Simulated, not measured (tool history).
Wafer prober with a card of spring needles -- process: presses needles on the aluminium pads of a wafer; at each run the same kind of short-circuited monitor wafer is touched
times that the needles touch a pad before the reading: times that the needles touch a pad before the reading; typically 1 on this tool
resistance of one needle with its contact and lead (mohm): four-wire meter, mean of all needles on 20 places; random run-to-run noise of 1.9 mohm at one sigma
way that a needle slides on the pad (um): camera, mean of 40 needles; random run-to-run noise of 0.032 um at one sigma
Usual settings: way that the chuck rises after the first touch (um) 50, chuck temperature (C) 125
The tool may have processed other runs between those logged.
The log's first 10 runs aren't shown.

run    day  way that the chuck rises after the first touch (um)  chuck temperature (C)  times that the needles touch a pad before the reading  touches since the tips were cleaned  cleanings since the card got new needles  touches since the first contact's height was set  resistance of one needle with its contact and lead (mohm)  way that a needle slides on the pad (um)
 11  3.546                                                   64                    125                                                      1                                 7588                                         4                                             41895                                                        199                                     16.92
     3.650  -- tips cleaned on abrasive film
 12  3.971                                                   50                    125                                                      1                                 3229                                         5                                             46161                                                        208                                     13.22
 13  4.312                                                   50                    125                                                      1                                 6716                                         5                                             49648                                                        208                                     13.22
     4.533  -- tips cleaned on abrasive film
 14  4.696                                                   50                    125                                                      1                                 1661                                         6                                             53487                                                        206                                     13.26
 15  4.996                                                   50                    125                                                      1                                 4721                                         6                                             56547                                                        207                                     13.30
 16  5.342                                                   50                    125                                                      1                                 8222                                         6                                             60048                                                        210                                     13.32
     5.396  -- tips cleaned on abrasive film
 17  5.762                                                   50                    125                                                      1                                 3721                                         7                                             64291                                                        210                                     13.27
 18  6.154                                                   51                     25                                                      2                                 7681                                         7                                             68251                                                        182                                     13.55
     6.258  -- tips cleaned on abrasive film
     6.404  -- gauge calibrated
 19  6.700                                                   51                     39                                                      2                                 4488                                         8                                             73740                                                        187                                     13.44
 20  7.000                                                   51                     39                                                      2                                 7524                                         8                                             76776                                                        190                                     13.46
     7.104  -- tips cleaned on abrasive film
 21  7.517                                                   54                    125                                                      2                                 4178                                         9                                             81989                                                        205                                     14.23
     7.954  -- tips cleaned on abrasive film
 22  8.017                                                   47                     93                                                      3                                  653                                        10                                             87037                                                        203                                     12.38
 23  8.246                                                   32                     52                                                      3                                 2966                                        10                                             89350                                                        209                                      8.40

Run 24, settings as shown, results not yet in. Your forecast:
 24  8.579                                                   34                    111                                                      3                                 6336                                        10                                             92720                                                          ?                                         ?

{"run 24": {"resistance of one needle with its contact and lead (mohm)": 218, "way that a needle slides on the pad (um)": 8.95}}
Take away the tool's hidden state, keep the run-to-run variation as it was, and the same run would have given resistance of one needle with its contact and lead (mohm) 218, way that a needle slides on the pad (um) 8.91.
